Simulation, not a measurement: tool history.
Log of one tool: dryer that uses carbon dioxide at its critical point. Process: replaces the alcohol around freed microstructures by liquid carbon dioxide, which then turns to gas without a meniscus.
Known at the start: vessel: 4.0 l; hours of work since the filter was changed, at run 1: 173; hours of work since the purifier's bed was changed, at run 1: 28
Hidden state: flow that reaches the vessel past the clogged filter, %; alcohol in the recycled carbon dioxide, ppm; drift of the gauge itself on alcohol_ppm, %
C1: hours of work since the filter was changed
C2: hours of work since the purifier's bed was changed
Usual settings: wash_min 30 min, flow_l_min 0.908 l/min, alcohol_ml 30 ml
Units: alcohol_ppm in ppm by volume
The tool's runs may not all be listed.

run 1 hour=0 | wash_min=30 flow_l_min=0.908 alcohol_ml=30 | C1=173 C2=28 | alcohol_ppm=27
run 2 hour=16.4 | wash_min=30 flow_l_min=0.908 alcohol_ml=30 | C1=182 C2=37 | alcohol_ppm=35
run 3 hour=28.6 | wash_min=30 flow_l_min=0.908 alcohol_ml=30 | C1=188 C2=43 | alcohol_ppm=19
run 4 hour=42 | wash_min=38 flow_l_min=0.908 alcohol_ml=30 | C1=195 C2=50 | alcohol_ppm=22
run 5 hour=51.1 | wash_min=30 flow_l_min=0.908 alcohol_ml=30 | C1=200 C2=55 | alcohol_ppm=37
run 6 hour=63.5 | wash_min=30 flow_l_min=0.908 alcohol_ml=26 | C1=206 C2=61 | alcohol_ppm=30
run 7 hour=78.4 | wash_min=36 flow_l_min=0.908 alcohol_ml=26 | C1=214 C2=69 | alcohol_ppm=30
run 8 hour=87.6 | wash_min=19 flow_l_min=0.908 alcohol_ml=30 | C1=219 C2=74 | alcohol_ppm=164
run 9 hour=104.3 | wash_min=19 flow_l_min=0.908 alcohol_ml=30 | C1=228 C2=83 | alcohol_ppm=169
run 10 hour=125.2 | wash_min=19 flow_l_min=0.908 alcohol_ml=30 | C1=239 C2=94 | alcohol_ppm=168
run 11 hour=138.4 | wash_min=19 flow_l_min=0.908 alcohol_ml=67 | C1=246 C2=100 | alcohol_ppm=353
run 12 hour=149.8 | wash_min=42 flow_l_min=0.899 alcohol_ml=96 | C1=252 C2=106 | alcohol_ppm=39
run 13 hour=163.6 | wash_min=42 flow_l_min=0.899 alcohol_ml=96 | C1=259 C2=114 | alcohol_ppm=42
run 14 hour=184.4 | wash_min=38 flow_l_min=0.908 alcohol_ml=32 | C1=270 C2=124 | alcohol_ppm=44
-- hour=194.4 inlet filter changed
run 15 hour=205.5 | wash_min=38 flow_l_min=0.908 alcohol_ml=32 | C1=6 C2=135 | alcohol_ppm=43
run 16 hour=216.4 | wash_min=30 flow_l_min=1.075 alcohol_ml=88 | C1=12 C2=141 | alcohol_ppm=60
run 17 hour=225.4 | wash_min=38 flow_l_min=0.684 alcohol_ml=88 | C1=16 C2=145 | alcohol_ppm=84
run 18 hour=238.1 | wash_min=22 flow_l_min=0.792 alcohol_ml=21 | C1=23 C2=152 | alcohol_ppm=120
run 19 hour=253.8 | wash_min=23 flow_l_min=0.682 alcohol_ml=21 | C1=31 C2=160 | alcohol_ppm=161
run 20 hour=265.8 | wash_min=22 flow_l_min=1.149 alcohol_ml=26 | C1=37 C2=166 | alcohol_ppm=71

Hidden state or all else? Some run-to-run changes of alcohol_ppm, split into what the settings, what came in and random variation would give without the hidden state, and what is left for the hidden state (with any gauge scatter that isn't in both results):
Run 10 -> 11: alcohol_ml 30 -> 67. alcohol_ppm +185 ppm by volume: hidden state +48, all else +137.
Run 11 -> 12: wash_min 19 -> 42, flow_l_min 0.908 -> 0.899, alcohol_ml 67 -> 96. alcohol_ppm -314 ppm by volume: hidden state -76, all else -238.

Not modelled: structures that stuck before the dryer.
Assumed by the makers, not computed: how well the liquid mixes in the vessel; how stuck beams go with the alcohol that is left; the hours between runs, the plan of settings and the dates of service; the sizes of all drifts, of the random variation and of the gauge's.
